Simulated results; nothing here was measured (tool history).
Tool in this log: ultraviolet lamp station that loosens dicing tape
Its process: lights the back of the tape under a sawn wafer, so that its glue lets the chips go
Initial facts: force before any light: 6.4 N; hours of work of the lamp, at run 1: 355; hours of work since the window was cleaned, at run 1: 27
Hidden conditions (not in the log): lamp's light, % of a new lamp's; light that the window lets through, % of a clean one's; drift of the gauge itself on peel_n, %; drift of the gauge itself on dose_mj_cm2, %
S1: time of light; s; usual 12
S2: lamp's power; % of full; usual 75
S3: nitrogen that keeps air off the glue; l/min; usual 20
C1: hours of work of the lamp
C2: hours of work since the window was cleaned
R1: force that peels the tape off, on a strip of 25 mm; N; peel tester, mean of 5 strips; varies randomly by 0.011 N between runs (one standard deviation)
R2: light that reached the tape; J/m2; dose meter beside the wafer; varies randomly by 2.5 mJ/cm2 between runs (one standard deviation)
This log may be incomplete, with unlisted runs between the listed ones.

run 1 day=0.000 | S1=12 S2=75 S3=20 | C1=355 C2=27 | R1=0.672 R2=2430
run 2 day=1.358 | S1=14 S2=75 S3=20 | C1=370 C2=42 | R1=0.511 R2=2780
run 3 day=2.833 | S1=14 S2=75 S3=20 | C1=386 C2=58 | R1=0.564 R2=2710
run 4 day=4.633 | S1=14 S2=75 S3=20 | C1=405 C2=78 | R1=0.564 R2=2660
run 5 day=5.542 | S1=12 S2=75 S3=20 | C1=415 C2=88 | R1=0.747 R2=2280
run 6 day=6.717 | S1=12 S2=75 S3=20 | C1=428 C2=100 | R1=0.756 R2=2300
run 7 day=7.608 | S1=12 S2=75 S3=28 | C1=438 C2=110 | R1=0.635 R2=2250
run 8 day=8.758 | S1=12 S2=75 S3=20 | C1=450 C2=123 | R1=0.794 R2=2280
run 9 day=9.842 | S1=9 S2=75 S3=20 | C1=462 C2=134 | R1=1.298 R2=1640
run 10 day=10.867 | S1=9 S2=70 S3=20 | C1=473 C2=146 | R1=1.417 R2=1530
run 11 day=11.783 | S1=9 S2=70 S3=20 | C1=483 C2=156 | R1=1.476 R2=1520
run 12 day=13.283 | S1=12 S2=87 S3=20 | C1=500 C2=172 | R1=0.674 R2=2450
run 13 day=14.158 | S1=12 S2=94 S3=20 | C1=509 C2=182 | R1=0.578 R2=2660
run 14 day=16.062 | S1=12 S2=94 S3=20 | C1=530 C2=202 | R1=0.604 R2=2600
run 15 day=17.758 | S1=12 S2=94 S3=20 | C1=549 C2=221 | R1=0.619 R2=2540
run 16 day=19.675 | S1=10 S2=75 S3=20 | C1=569 C2=242 | R1=1.251 R2=1680
run 17 day=20.746 | S1=12 S2=75 S3=9 | C1=581 C2=253 | R1=1.669 R2=1990
run 18 day=22.000 | S1=12 S2=75 S3=9 | C1=595 C2=267 | R1=1.645 R2=1930
run 19 day=23.133 | S1=20 S2=88 S3=39 | C1=607 C2=279 | R1=0.241 R2=3810
run 20 day=24.579 | S1=20 S2=88 S3=39 | C1=623 C2=295 | R1=0.239 R2=3770
run 21 day=26.375 | S1=20 S2=88 S3=39 | C1=643 C2=315 | R1=0.250 R2=3680
run 22 day=27.617 | S1=20 S2=88 S3=39 | C1=656 C2=328 | R1=0.242 R2=3650
run 23 day=28.875 | S1=17 S2=78 S3=7 | C1=670 C2=342 | R1=1.243 R2=2710
run 24 day=30.321 | S1=12 S2=79 S3=20 | C1=686 C2=358 | R1=1.019 R2=1930
run 25 day=31.333 | S1=20 S2=82 S3=15 | C1=697 C2=369 | R1=0.508 R2=3290
-- day=31.521 window cleaned of glue's vapour
run 26 day=32.579 | S1=20 S2=82 S3=15 | C1=710 C2=12 | R1=0.549 R2=3070
run 27 day=34.038 | S1=20 S2=82 S3=15 | C1=726 C2=27 | R1=0.584 R2=3000
run 28 day=35.592 | S1=12 S2=83 S3=20 | C1=743 C2=44 | R1=1.158 R2=1800
run 29 day=36.988 | S1=12 S2=71 S3=12 | C1=758 C2=60 | R1=1.939 R2=1500
-- day=38.108 window cleaned of glue's vapour, once more
run 30 day=38.583 | S1=12 S2=71 S3=28 | C1=775 C2=5 | R1=0.855 R2=1890
run 31 day=40.325 | S1=15 S2=71 S3=7 | C1=794 C2=24 | R1=1.575 R2=2300
run 32 day=41.321 | S1=15 S2=71 S3=7 | C1=805 C2=35 | R1=1.506 R2=2250
run 33 day=42.871 | S1=15 S2=71 S3=7 | C1=822 C2=52 | R1=1.547 R2=2260
run 34 day=43.875 | S1=11 S2=75 S3=19 | C1=833 C2=63 | R1=1.267 R2=1710
run 35 day=45.004 | S1=12 S2=75 S3=14 | C1=845 C2=75 | R1=1.390 R2=1870
run 36 day=46.754 | S1=10 S2=78 S3=7 | C1=864 C2=94 | R1=2.452 R2=1590

Measured minus without-hidden-state, run by run (identical run-to-run variation in each term; gauge scatter may differ):
run=1 R1=+0.179 R2=-460
run=2 R1=+0.143 R2=-570
run=3 R1=+0.166 R2=-600
run=4 R1=+0.176 R2=-640
run=5 R1=+0.248 R2=-570
run=6 R1=+0.255 R2=-590
run=7 R1=+0.219 R2=-610
run=8 R1=+0.287 R2=-640
run=9 R1=+0.440 R2=-490
run=10 R1=+0.480 R2=-480
run=11 R1=+0.511 R2=-490
run=12 R1=+0.272 R2=-840
run=13 R1=+0.233 R2=-930
run=14 R1=+0.254 R2=-970
run=15 R1=+0.273 R2=-1010
run=16 R1=+0.550 R2=-710
run=17 R1=+0.693 R2=-870
run=18 R1=+0.702 R2=-890
run=19 R1=+0.032 R2=-1790
run=20 R1=+0.035 R2=-1860
run=21 R1=+0.039 R2=-1900
run=22 R1=+0.041 R2=-1950
run=23 R1=+0.651 R2=-1510
run=24 R1=+0.564 R2=-1110
run=25 R1=+0.249 R2=-1960
run=26 R1=+0.308 R2=-2180
run=27 R1=+0.327 R2=-2230
run=28 R1=+0.730 R2=-1390
run=29 R1=+1.104 R2=-1200
run=30 R1=+0.417 R2=-860
run=31 R1=+0.706 R2=-1100
run=32 R1=+0.691 R2=-1130
run=33 R1=+0.730 R2=-1160
run=34 R1=+0.651 R2=-910
run=35 R1=+0.708 R2=-1010
run=36 R1=+1.018 R2=-910

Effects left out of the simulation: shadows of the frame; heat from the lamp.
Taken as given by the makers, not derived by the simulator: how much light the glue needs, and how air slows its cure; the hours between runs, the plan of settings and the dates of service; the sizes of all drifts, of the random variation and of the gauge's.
